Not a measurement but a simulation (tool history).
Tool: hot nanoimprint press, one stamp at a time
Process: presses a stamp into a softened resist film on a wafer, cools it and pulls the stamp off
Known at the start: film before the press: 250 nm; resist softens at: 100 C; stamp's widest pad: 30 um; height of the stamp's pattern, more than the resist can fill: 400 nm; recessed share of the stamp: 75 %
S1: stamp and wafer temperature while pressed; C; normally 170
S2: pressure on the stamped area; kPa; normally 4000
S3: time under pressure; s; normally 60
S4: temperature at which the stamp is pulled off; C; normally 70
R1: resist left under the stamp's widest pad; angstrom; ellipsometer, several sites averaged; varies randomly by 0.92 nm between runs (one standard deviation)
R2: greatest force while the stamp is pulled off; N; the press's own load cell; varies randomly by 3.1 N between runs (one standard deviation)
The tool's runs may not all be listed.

run,hour,S1,S2,S3,S4,R1,R2
1,0.0,170,4000,60,70,1294,176
2,8.8,170,4000,60,72,1302,177
3,13.7,170,4000,60,72,1299,181
4,22.3,170,4000,60,72,1287,173
5,29.1,170,3970,60,70,1303,178
6,39.1,170,4000,60,70,1283,187
7,47.9,170,4000,60,70,1285,194
8,54.7,170,4000,60,70,1274,189
9,62.4,170,4000,60,70,1286,193
10,72.6,170,4000,60,64,1288,209
11,79.1,170,4000,60,64,1298,203
12,84.6,170,4000,60,64,1283,206
# hour 88.4: plate thermocouple calibrated
13,94.7,170,4000,60,64,1279,208
14,102.7,170,4000,60,64,1252,212
15,107.9,162,2480,39,70,2093,194
16,112.5,181,2910,67,70,934,190
# hour 120.4: plate thermocouple calibrated, once more
17,124.1,181,5090,42,62,862,218
18,130.0,181,5090,42,59,871,214
19,139.5,181,5090,42,59,865,229
20,146.3,181,5090,42,59,864,221
21,150.9,181,5090,73,59,678,228
22,156.0,175,5160,60,70,934,220
23,166.3,162,3460,60,56,1776,231
# hour 172.9: stamp cleaned and given a new release coat
24,178.0,171,3460,40,56,1503,170

Run 25 is up next; what results do you expect?
25,183.4,170,3470,52,70,?,?

For run 25 the tool returned R1 1414 angstrom, R2 154 N.
Minus the tool's unlogged condition, the same run would have read R1 1425 angstrom, R2 152 N.
